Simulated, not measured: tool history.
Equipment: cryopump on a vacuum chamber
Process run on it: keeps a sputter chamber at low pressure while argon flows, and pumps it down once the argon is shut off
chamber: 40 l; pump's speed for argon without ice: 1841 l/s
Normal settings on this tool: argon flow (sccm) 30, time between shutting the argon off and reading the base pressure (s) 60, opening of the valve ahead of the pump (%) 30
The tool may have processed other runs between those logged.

run   hour  argon flow (sccm)  time between shutting the argon off and reading the base pressure (s)  opening of the valve ahead of the pump (%)  pressure while argon flows (Pa)  pressure after the wait (uPa)
  1    0.0                 30                                                                     60                                          30                           0.0931                           1.69
  2   10.7                 30                                                                     60                                          30                           0.0937                           1.67
  3   25.0                 39                                                                     60                                          30                           0.1228                           1.71
  4   36.1                 30                                                                     95                                          30                           0.0953                           1.21
  5   47.6                 30                                                                     60                                          30                           0.0934                           1.74
  6   61.7                 30                                                                     60                                          30                           0.0938                           1.75
  7   69.9                 30                                                                     60                                          30                           0.0929                           1.72
  8   86.1                 30                                                                     60                                          46                           0.0623                           1.64
  9  103.8                 30                                                                     60                                          46                           0.0628                           1.68
 10  112.0                 30                                                                     60                                          46                           0.0637                           1.69
 11  119.3                 30                                                                     60                                          46                           0.0624                           1.78
 12  131.9                 30                                                                     60                                          46                           0.0625                           1.79
 13  144.3                 30                                                                     60                                          46                           0.0626                           1.75
 14  156.1                 30                                                                     60                                          46                           0.0624                           1.72
 15  172.6                 30                                                                     60                                          46                           0.0621                           1.70
 16  187.6                 26                                                                     60                                          30                           0.0819                           1.69
 17  197.8                 26                                                                     60                                          30                           0.0826                           1.72
 18  209.2                 30                                                                    230                                          30                           0.0953                           0.86
 19  216.9                 30                                                                    230                                          30                           0.0948                           0.84
 20  225.8                 35                                                                     26                                          30                           0.1103                           3.39
 21  239.8                 35                                                                    180                                          30                           0.1112                           0.97
 22  250.7                 13                                                                    102                                          55                           0.0224                           1.28
 23  258.7                 13                                                                    102                                          55                           0.0233                           1.27
 24  269.7                 48                                                                     84                                          21                           0.2146                           1.49
 25  286.7                 14                                                                     60                                          37                           0.0359                           1.75
 26  294.4                 30                                                                     60                                          19                           0.1487                           1.81
 27  304.5                 12                                                                    190                                          19                           0.0601                           1.00
 28  319.9                 12                                                                    190                                          19                           0.0589                           0.96
 29  328.6                 30                                                                     41                                          30                           0.0953                           2.37
 30  344.8                 30                                                                     41                                          30                           0.0961                           2.41
 31  355.5                 35                                                                    231                                          56                           0.0624                           0.93
 32  364.9                 35                                                                     32                                          56                           0.0617                           2.92
 33  378.0                 32                                                                    166                                          42                           0.0741                           1.08
 34  392.9                 32                                                                    166                                          42                           0.0746                           1.02

Consider 4 possible next runs. They are alternatives, not a sequence: every one starts from the tool as it was left by run 34. What does each give?
  A  407.5                 13                                                                    166                                          32                                ?                              ?
  B  407.5                 28                                                                    166                                          42                                ?                              ?
  C  407.5                 18                                                                     60                                          30                                ?                              ?
  D  407.5                 13                                                                     60                                          30                                ?                              ?

run  pressure while argon flows (Pa)  pressure after the wait (uPa)
  A                           0.0394                           1.06
  B                           0.0648                           1.04
  C                           0.0574                           1.83
  D                           0.0418                           1.80
With no hidden state in the tool, these same runs would have given:
run  pressure while argon flows (Pa)  pressure after the wait (uPa)
  A                           0.0377                           0.60
  B                           0.0611                           0.59
  C                           0.0551                           1.37
  D                           0.0401                           1.34
